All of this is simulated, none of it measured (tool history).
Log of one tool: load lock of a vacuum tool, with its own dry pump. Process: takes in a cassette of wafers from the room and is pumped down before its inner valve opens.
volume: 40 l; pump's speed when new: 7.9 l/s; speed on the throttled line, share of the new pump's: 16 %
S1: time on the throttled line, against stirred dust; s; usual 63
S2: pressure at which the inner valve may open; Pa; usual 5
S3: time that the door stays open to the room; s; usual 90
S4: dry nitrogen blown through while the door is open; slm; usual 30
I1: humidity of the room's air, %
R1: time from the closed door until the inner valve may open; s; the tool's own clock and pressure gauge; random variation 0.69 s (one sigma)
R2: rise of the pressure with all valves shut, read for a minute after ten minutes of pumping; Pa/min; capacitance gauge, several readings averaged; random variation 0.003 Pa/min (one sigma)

run	hour	S1	S2	S3	S4	I1	R1	R2
1	0.0	63	5	90	30	44.9	109.9	0.113
2	99.3	63	5	90	30	45.6	110.4	0.121
3	270.6	63	5	90	30	46.8	108.9	0.123
4	364.7	63	5	90	30	46.0	111.4	0.123
5	444.6	57	5	90	30	44.9	105.0	0.122
6	515.9	57	5	90	30	40.1	104.7	0.123
7	616.2	63	5	90	30	47.6	111.4	0.123
8	699.6	63	5	90	30	41.3	110.8	0.123
9	867.5	63	5	90	30	40.8	109.7	0.133
10	1031.3	63	5	90	43	46.0	109.9	0.133
11	1188.1	63	5	90	30	43.8	110.0	0.143
12	1274.6	63	6	90	30	44.7	109.8	0.143
13	1394.5	63	6	90	30	43.9	108.4	0.141
14	1492.1	63	6	90	30	47.9	109.5	0.149
15	1606.8	32	5	90	30	45.7	86.5	0.154
16	1739.9	32	5	90	30	45.0	85.3	0.155
17	1869.7	32	5	90	30	44.9	85.4	0.159
18	2010.0	63	5	90	30	42.5	110.2	0.161
19	2111.2	63	5	37	30	44.1	111.8	0.153
20	2234.8	51	8	139	27	44.9	97.8	0.183
21	2393.5	51	8	139	27	45.9	99.1	0.185
22	2548.7	63	5	90	30	44.1	112.4	0.177
23	2653.4	63	8	90	19	47.3	109.4	0.194
24	2826.1	45	7	90	35	46.2	94.0	0.185
25	2914.3	45	7	90	35	47.7	94.0	0.185
26	3015.1	55	5	90	30	48.3	104.9	0.191
27	3153.2	63	4	150	13	46.9	111.6	0.235
28	3286.2	63	10	118	30	49.1	107.2	0.204
29	3367.2	63	7	118	12	42.6	108.9	0.232
30	3486.4	105	4	29	41	44.5	146.5	0.189
31	3596.7	97	8	161	5	48.3	135.8	0.290

The next listed run, before its measurement:
32	3703.4	97	8	161	5	42.9	?	?

Run 32 gave R1 134.8 s, R2 0.286 Pa/min.
Without the tool's hidden state the same run would have given R1 128.7 s, R2 0.111 Pa/min.

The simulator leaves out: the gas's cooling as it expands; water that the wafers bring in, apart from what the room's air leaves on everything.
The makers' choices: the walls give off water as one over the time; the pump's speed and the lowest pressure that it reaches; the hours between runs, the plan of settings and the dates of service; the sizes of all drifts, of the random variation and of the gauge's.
